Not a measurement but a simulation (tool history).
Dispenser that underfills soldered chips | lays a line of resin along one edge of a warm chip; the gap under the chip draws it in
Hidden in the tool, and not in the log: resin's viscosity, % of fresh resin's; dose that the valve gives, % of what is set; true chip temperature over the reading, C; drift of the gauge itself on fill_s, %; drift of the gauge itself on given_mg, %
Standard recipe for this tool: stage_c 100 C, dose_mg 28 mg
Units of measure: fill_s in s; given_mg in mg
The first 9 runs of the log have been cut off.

run	hour	stage_c	dose_mg	hours of work since the syringe was changed	hours of work since the valve was cleaned	hours of work since the stage was calibrated	fill_s	given_mg
# hour 71.4: new syringe of resin
10	75.3	110	28	3	68	68	120.9	26.48
# hour 80.2: dispensing valve cleaned and set on the balance
# hour 81.4: new syringe of resin
11	87.6	110	35.2	5	5	77	139.3	34.94
# hour 90.8: new syringe of resin
12	99	100	27.2	6	14	85	208.3	26.89
# hour 99.8: new syringe of resin
13	104	100	27.2	3	18	89	160.6	26.76
# hour 108.9: new syringe of resin
14	115.4	100	28	5	26	98	184.5	27.59
# hour 117.9: new syringe of resin
15	123.1	100	28	4	32	103	172.7	27.32
# hour 127.6: new syringe of resin
16	134.6	100	28	5	40	112	189.7	27.26
# hour 136.7: new syringe of resin
17	142.5	100	28	4	46	118	179.9	27.08
# hour 145.6: new syringe of resin
18	147.5	91	33.4	1	50	121	173.9	31.93
# hour 154.6: new syringe of resin
19	158.5	95	29.1	3	58	130	176.8	27.84
# hour 163.4: new syringe of resin
20	164.2	89	31.9	1	62	134	174.6	30.45
21	171.7	89	31.9	6	68	139	284.1	30.41
# hour 173: new syringe of resin
# hour 177.4: dispensing valve cleaned and set on the balance
# hour 182.9: new syringe of resin
22	183.6	111	29.1	1	4	147	99.3	28.94
23	189.2	102	31.7	5	9	152	174.4	31.43
# hour 191.8: new syringe of resin
24	196.1	106	34.1	3	14	157	134.5	33.62
# hour 201.1: new syringe of resin
25	203.2	106	34.1	2	19	162	120.7	33.58
# hour 210.4: new syringe of resin
26	212.8	112	25.1	2	26	169	103.4	24.66
# hour 219.6: new syringe of resin
27	222.9	112	24.2	3	34	177	116.9	23.64
# hour 228.9: new syringe of resin
28	234.2	102	29.1	4	42	185	163.8	28.12
# hour 237.8: new syringe of resin
29	243.9	102	29.1	5	49	192	172.4	28.08
# hour 247.1: new syringe of resin
30	251.2	102	29.1	3	55	198	154.5	27.86
# hour 256.3: new syringe of resin
31	261.7	88	36.1	4	63	206	246.5	34.22
# hour 265.2: new syringe of resin
32	267.8	105	29.4	2	67	210	129.4	27.75
# hour 274.1: dispensing valve cleaned and set on the balance
# hour 275.1: new syringe of resin
33	280.4	91	29.4	4	5	219	228.4	29.29

Forecast each of these 3 alternatives for the next run:
# hour 284.2: new syringe of resin
A	288.9	90	30	4	11	225	?	?
# hour 284.2: new syringe of resin
B	288.9	110	35.5	4	11	225	?	?
# hour 284.2: new syringe of resin
C	288.9	111	29.4	4	11	225	?	?

run	fill_s	given_mg
A	222.3	29.81
B	127.7	35.42
C	124.6	29.27
With no hidden state in the tool, these same runs would have given:
run	fill_s	given_mg
A	157.2	30.04
B	90.5	35.69
C	88.4	29.49
